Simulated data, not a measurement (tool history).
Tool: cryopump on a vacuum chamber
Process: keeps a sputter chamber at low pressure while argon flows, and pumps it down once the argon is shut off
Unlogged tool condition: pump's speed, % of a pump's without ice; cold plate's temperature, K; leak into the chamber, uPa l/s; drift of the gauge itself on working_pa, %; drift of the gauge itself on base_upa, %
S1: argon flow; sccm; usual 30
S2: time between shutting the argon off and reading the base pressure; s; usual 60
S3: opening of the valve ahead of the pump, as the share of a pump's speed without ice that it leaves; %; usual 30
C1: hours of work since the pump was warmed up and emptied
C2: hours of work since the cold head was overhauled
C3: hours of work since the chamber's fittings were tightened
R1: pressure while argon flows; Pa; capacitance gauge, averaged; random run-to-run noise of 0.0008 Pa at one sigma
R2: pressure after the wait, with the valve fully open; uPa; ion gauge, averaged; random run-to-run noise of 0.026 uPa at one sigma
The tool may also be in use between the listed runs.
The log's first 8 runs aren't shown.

| run | hour | S1 | S2 | S3 | C1 | C2 | C3 | R1 | R2 |
|---|---|---|---|---|---|---|---|---|---|
|  | 158.3 | leaking fittings of the chamber tightened, without venting |
| 9 | 167.4 | 30 | 60 | 30 | 492 | 492 | 4 | 0.1653 | 1.21 |
| 10 | 183.0 | 30 | 60 | 30 | 499 | 499 | 11 | 0.1657 | 1.15 |
| 11 | 206.8 | 30 | 60 | 30 | 509 | 509 | 21 | 0.1664 | 1.15 |
| 12 | 239.3 | 30 | 60 | 30 | 523 | 523 | 35 | 0.1678 | 1.18 |
| 13 | 259.3 | 30 | 50 | 30 | 532 | 532 | 44 | 0.1662 | 1.33 |
| 14 | 273.8 | 30 | 50 | 30 | 538 | 538 | 50 | 0.1668 | 1.42 |
| 15 | 302.1 | 30 | 50 | 30 | 551 | 551 | 62 | 0.1692 | 1.41 |
| 16 | 330.8 | 30 | 40 | 30 | 563 | 563 | 75 | 0.1694 | 1.71 |
| 17 | 356.3 | 30 | 61 | 30 | 574 | 574 | 86 | 0.1671 | 1.26 |
| 18 | 377.2 | 30 | 61 | 30 | 583 | 583 | 95 | 0.1689 | 1.23 |
| 19 | 408.5 | 30 | 61 | 30 | 597 | 597 | 108 | 0.1687 | 1.31 |
| 20 | 429.6 | 30 | 60 | 60 | 606 | 606 | 118 | 0.0918 | 1.34 |
| 21 | 453.9 | 30 | 132 | 30 | 616 | 616 | 128 | 0.1701 | 0.84 |
| 22 | 470.8 | 19 | 54 | 26 | 624 | 624 | 136 | 0.1222 | 1.43 |
| 23 | 487.0 | 19 | 54 | 58 | 631 | 631 | 143 | 0.0614 | 1.43 |
| 24 | 508.5 | 19 | 54 | 58 | 640 | 640 | 152 | 0.0600 | 1.44 |
| 25 | 533.8 | 19 | 54 | 58 | 651 | 651 | 163 | 0.0609 | 1.47 |
| 26 | 557.6 | 30 | 60 | 24 | 661 | 661 | 173 | 0.2111 | 1.41 |
| 27 | 586.2 | 30 | 60 | 24 | 674 | 674 | 186 | 0.2095 | 1.41 |
| 28 | 606.9 | 27 | 120 | 24 | 683 | 683 | 195 | 0.1889 | 1.00 |
| 29 | 624.4 | 21 | 112 | 28 | 690 | 690 | 202 | 0.1288 | 1.03 |

Run 30 is up next; what results do you expect?
| 30 | 644.5 | 48 | 84 | 30 | 699 | 699 | 211 | ? | ? |

{"run 30": {"R1": 0.2779, "R2": 1.21}}
With no hidden state in the tool, this same run would have given R1 0.2504 Pa, R2 0.86 uPa.
